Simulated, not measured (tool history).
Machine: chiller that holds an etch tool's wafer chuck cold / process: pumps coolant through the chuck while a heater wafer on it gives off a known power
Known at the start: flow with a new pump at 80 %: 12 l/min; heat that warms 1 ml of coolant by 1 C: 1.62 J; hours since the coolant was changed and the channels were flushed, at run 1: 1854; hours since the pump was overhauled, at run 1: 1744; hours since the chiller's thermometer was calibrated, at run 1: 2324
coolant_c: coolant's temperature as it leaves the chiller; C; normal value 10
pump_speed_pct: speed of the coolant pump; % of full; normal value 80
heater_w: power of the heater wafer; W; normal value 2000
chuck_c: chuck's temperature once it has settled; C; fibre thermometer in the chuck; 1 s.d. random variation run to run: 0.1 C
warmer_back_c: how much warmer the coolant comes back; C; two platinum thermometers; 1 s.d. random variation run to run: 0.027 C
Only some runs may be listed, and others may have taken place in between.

| run | day | coolant_c | pump_speed_pct | heater_w | hours since the coolant was changed and the channels were flushed | hours since the pump was overhauled | hours since the chiller's thermometer was calibrated | chuck_c | warmer_back_c |
|---|---|---|---|---|---|---|---|---|---|
| 1 | 0 | 10 | 80 | 2000 | 1854 | 1744 | 2324 | 34.7 | 6.18 |
| 2 | 2.875 | 10 | 80 | 2000 | 1923 | 1813 | 2393 | 34.6 | 6.12 |
| 3 | 5.8 | 10 | 80 | 2139 | 1993 | 1883 | 2463 | 36.3 | 6.59 |
| 4 | 7.529 | 10 | 79 | 2000 | 2035 | 1924 | 2505 | 35 | 6.25 |
| 5 | 10.858 | 10 | 79 | 2000 | 2115 | 2004 | 2585 | 34.9 | 6.27 |
| 6 | 13.496 | 1 | 79 | 2000 | 2178 | 2068 | 2648 | 25.8 | 6.26 |
| 7 | 15.767 | 10 | 80 | 2000 | 2232 | 2122 | 2703 | 34.8 | 6.19 |
| 8 | 17.475 | 10 | 80 | 2000 | 2273 | 2163 | 2744 | 34.6 | 6.16 |
| 9 | 20.667 | 10 | 80 | 1011 | 2350 | 2240 | 2820 | 22.4 | 3.16 |
| 10 | 23.554 | 10 | 80 | 1011 | 2419 | 2309 | 2889 | 22.4 | 3.12 |
| 11 | 25.883 | 10 | 100 | 1011 | 2475 | 2365 | 2945 | 20.1 | 2.44 |
| 12 | 28.662 | 10 | 100 | 1011 | 2542 | 2431 | 3012 | 20.3 | 2.42 |
| 13 | 31.146 | 10 | 65 | 2000 | 2601 | 2491 | 3072 | 40.2 | 7.83 |
| 14 | 33.996 | 10 | 74 | 2000 | 2670 | 2559 | 3140 | 36.7 | 6.67 |
| 15 | 35.496 | 10 | 80 | 1732 | 2706 | 2596 | 3176 | 31.5 | 5.33 |
| 16 | 37.9 | 10 | 80 | 1732 | 2764 | 2653 | 3234 | 31.4 | 5.34 |
| 17 | 39.958 | 17 | 92 | 2359 | 2813 | 2703 | 3283 | 42.3 | 6.23 |
| 18 | 43.208 | 10 | 80 | 1927 | 2891 | 2781 | 3361 | 33.6 | 5.91 |
| 19 | 44.821 | 11 | 75 | 1007 | 2930 | 2819 | 3400 | 24.2 | 3.34 |
| 20 | 47.938 | 10 | 75 | 2000 | 3004 | 2894 | 3475 | 36.3 | 6.66 |
| 21 | 50.433 | 0 | 75 | 1520 | 3064 | 2954 | 3535 | 20.1 | 5.06 |
| 22 | 52.092 | 0 | 78 | 2439 | 3104 | 2994 | 3574 | 30.8 | 7.72 |
| 23 | 54.892 | 10 | 75 | 1726 | 3171 | 3061 | 3642 | 32.6 | 5.69 |
| 24 | 56.729 | 9 | 67 | 1726 | 3216 | 3105 | 3686 | 34.4 | 6.48 |
| 25 | 59.079 | 3 | 80 | 2000 | 3272 | 3161 | 3742 | 27.6 | 6.16 |
| 26 | 61.879 | 3 | 80 | 2000 | 3339 | 3229 | 3809 | 27.7 | 6.2 |
| 27 | 65.171 | 16 | 61 | 1640 | 3418 | 3308 | 3888 | 42.2 | 6.88 |
| 28 | 67.183 | 10 | 68 | 2985 | 3466 | 3356 | 3937 | 53.1 | 11.11 |
| 29 | 70.525 | 11 | 70 | 1256 | 3547 | 3436 | 4017 | 28.7 | 4.48 |
|  | 73.971 | chiller's thermometer calibrated |
| 30 | 73.971 | 11 | 70 | 1033 | 3628 | 3518 | 0 | 25.5 | 3.7 |
| 31 | 75.821 | 11 | 70 | 1033 | 3673 | 3562 | 44 | 25.6 | 3.7 |

What differs in the tool's unlogged condition from the final listed run ahead of each entry between runs to the first listed run following it?
From run 29 to run 30: chiller's thermometer calibrated (day 73.971)
  no hidden state differs between the two runs
